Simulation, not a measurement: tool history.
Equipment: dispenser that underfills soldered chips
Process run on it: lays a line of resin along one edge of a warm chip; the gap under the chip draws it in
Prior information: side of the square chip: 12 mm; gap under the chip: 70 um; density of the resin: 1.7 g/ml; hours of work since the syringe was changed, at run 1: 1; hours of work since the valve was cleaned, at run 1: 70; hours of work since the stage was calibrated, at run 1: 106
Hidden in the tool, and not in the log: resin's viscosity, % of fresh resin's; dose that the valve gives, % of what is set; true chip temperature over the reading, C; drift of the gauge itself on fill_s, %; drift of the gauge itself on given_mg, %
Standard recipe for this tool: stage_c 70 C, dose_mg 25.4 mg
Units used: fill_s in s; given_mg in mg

run,hour,stage_c,dose_mg,hours of work since the syringe was changed,hours of work since the valve was cleaned,hours of work since the stage was calibrated,fill_s,given_mg
1,0.0,70,25.4,1,70,106,88.6,24.22
2,5.6,70,25.4,5,74,109,111.1,24.13
# hour 10.1: new syringe of resin
3,10.6,70,25.4,0,77,113,88.4,24.14
4,13.6,70,31.0,2,79,115,96.1,29.35
5,17.0,70,25.7,5,81,117,110.7,24.26
# hour 21.0: new syringe of resin
6,21.0,70,22.8,0,84,119,90.5,21.42
7,25.5,70,25.4,3,87,122,101.1,23.92
8,29.4,70,26.2,6,89,125,117.9,24.55
# hour 32.1: new syringe of resin
9,34.5,70,26.2,2,93,128,94.3,24.37
10,38.8,70,26.2,5,96,131,110.2,24.32
# hour 43.0: new syringe of resin
11,43.0,70,26.2,0,98,134,86.8,24.60
12,47.5,62,25.4,3,101,137,137.5,23.70
# hour 53.8: new syringe of resin
13,53.8,70,25.5,0,105,141,87.2,23.39
14,58.5,70,25.4,3,108,144,102.1,23.55
15,61.3,70,25.4,5,110,146,112.3,23.34
# hour 64.8: new syringe of resin
16,65.7,70,25.4,1,113,149,89.2,23.45
17,70.0,70,26.9,4,116,152,102.6,24.58
# hour 75.6: new syringe of resin
18,75.9,70,26.9,0,120,156,88.5,24.61
19,80.1,70,26.9,3,123,158,100.4,24.65
20,85.4,70,26.9,7,126,162,123.7,24.38
# hour 86.4: new syringe of resin
21,90.9,70,26.9,3,130,166,101.8,24.41
22,95.3,70,26.9,6,133,168,119.5,24.27
# hour 97.5: new syringe of resin
23,101.5,79,22.2,3,137,172,75.1,19.88
24,106.0,79,27.0,6,140,176,82.6,24.23
# hour 108.8: new syringe of resin
25,110.7,61,22.6,1,143,179,138.0,20.22
# hour 112.2: dispensing valve cleaned and set on the balance
26,117.7,58,31.1,5,4,183,175.9,30.95
# hour 120.6: new syringe of resin
27,123.1,66,22.7,2,7,186,109.3,22.69
28,125.8,66,22.7,4,9,188,121.5,22.56
# hour 131.6: new syringe of resin
29,132.1,63,28.8,0,13,192,109.8,28.39
30,137.8,63,25.2,4,17,196,136.4,24.78
# hour 142.6: new syringe of resin
31,144.2,83,31.8,1,21,200,55.0,31.38
32,148.7,84,28.5,4,24,203,63.7,27.98
# hour 153.7: new syringe of resin
33,154.0,84,22.5,0,27,206,53.4,22.14
34,159.1,72,25.4,4,31,210,95.6,24.96
35,163.9,57,24.5,7,34,213,201.7,23.68
# hour 165.0: new syringe of resin
36,167.6,57,24.5,2,36,215,155.9,24.05
37,171.5,70,23.1,4,39,218,111.7,22.55

Below are 3 alternative next runs, each starting from the tool's condition after run 37. Predict each:
# hour 175.9: new syringe of resin
A,176.5,63,23.5,0,42,221,?,?
# hour 175.9: new syringe of resin
B,176.5,70,32.6,0,42,221,?,?
# hour 175.9: new syringe of resin
C,176.5,61,23.4,0,42,221,?,?

run,fill_s,given_mg
A,113.9,22.83
B,84.2,31.69
C,125.1,22.64
With no hidden state in the tool, these same runs would have given:
run,fill_s,given_mg
A,114.5,23.56
B,85.1,32.71
C,125.7,23.36

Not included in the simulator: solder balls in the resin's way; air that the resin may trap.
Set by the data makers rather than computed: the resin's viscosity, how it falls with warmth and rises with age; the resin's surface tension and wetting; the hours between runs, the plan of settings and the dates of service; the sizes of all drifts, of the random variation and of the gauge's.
